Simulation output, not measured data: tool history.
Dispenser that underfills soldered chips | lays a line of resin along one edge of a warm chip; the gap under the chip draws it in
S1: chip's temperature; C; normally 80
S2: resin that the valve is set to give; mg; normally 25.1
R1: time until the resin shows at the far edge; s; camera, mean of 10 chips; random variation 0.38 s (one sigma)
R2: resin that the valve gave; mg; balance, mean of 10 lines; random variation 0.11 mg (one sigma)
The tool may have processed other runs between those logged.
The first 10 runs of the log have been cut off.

run	hour	S1	S2	R1	R2
# hour 61.9: new syringe of resin
11	66.7	70	28	40.9	26.21
12	71.4	80	25.1	32.2	23.29
# hour 75: new syringe of resin
13	75.9	80	25.1	24.6	23.5
14	79.7	80	25.1	27.5	23.34
15	85.6	71	25.1	48.3	23.3
# hour 87.8: new syringe of resin
16	93.7	71	25.1	41.3	23.09
17	98	91	25.1	22.6	23.2
# hour 100.6: new syringe of resin
18	102.5	91	25.1	16.9	23.14
19	107.4	93	26.6	17.9	24.39
# hour 109.9: dispensing valve cleaned and set on the balance
20	113.6	90	30.8	24.2	31
# hour 114.7: new syringe of resin
21	121.4	83	28.9	25.6	29
# hour 127.8: new syringe of resin
22	128.9	85	24.4	19.9	24.27
23	135.1	77	30	33.5	29.57
# hour 140.8: new syringe of resin
24	140.9	80	28.5	23.2	28.35
25	146.4	76	22.2	32.8	21.88
26	151.2	76	22.2	38	21.94
# hour 154.1: new syringe of resin
27	157.1	76	22.2	29.5	21.94
28	161.4	76	22.2	35.3	21.89
# hour 167.6: new syringe of resin
29	169.4	79	24.4	25.9	23.77
30	176.4	90	29.5	21.1	28.9
# hour 181.2: new syringe of resin
31	185.6	91	31.2	17.9	30.26
32	193.5	78	25.1	38	24.57
# hour 194.2: new syringe of resin
33	202.6	78	25.1	33	24.16
# hour 207.1: new syringe of resin
34	207.1	65	22.2	41.5	21.48
35	213.5	90	21.6	21	20.79

What if the next run were any one of these 4? Each begins from the tool's condition after run 35:
# hour 220.3: new syringe of resin
A	220.3	69	21.6	?	?
# hour 220.3: new syringe of resin
B	220.3	83	24.3	?	?
# hour 220.3: new syringe of resin
C	220.3	94	23.5	?	?
# hour 220.3: new syringe of resin
D	220.3	90	23.6	?	?

run	R1	R2
A	35.9	20.69
B	20.3	23.17
C	13.9	22.67
D	16.3	22.64
Stripped of hidden state, with their random variation kept, the same runs would have yielded:
run	R1	R2
A	36.9	21.58
B	20.9	24.18
C	14.2	23.65
D	16.7	23.63
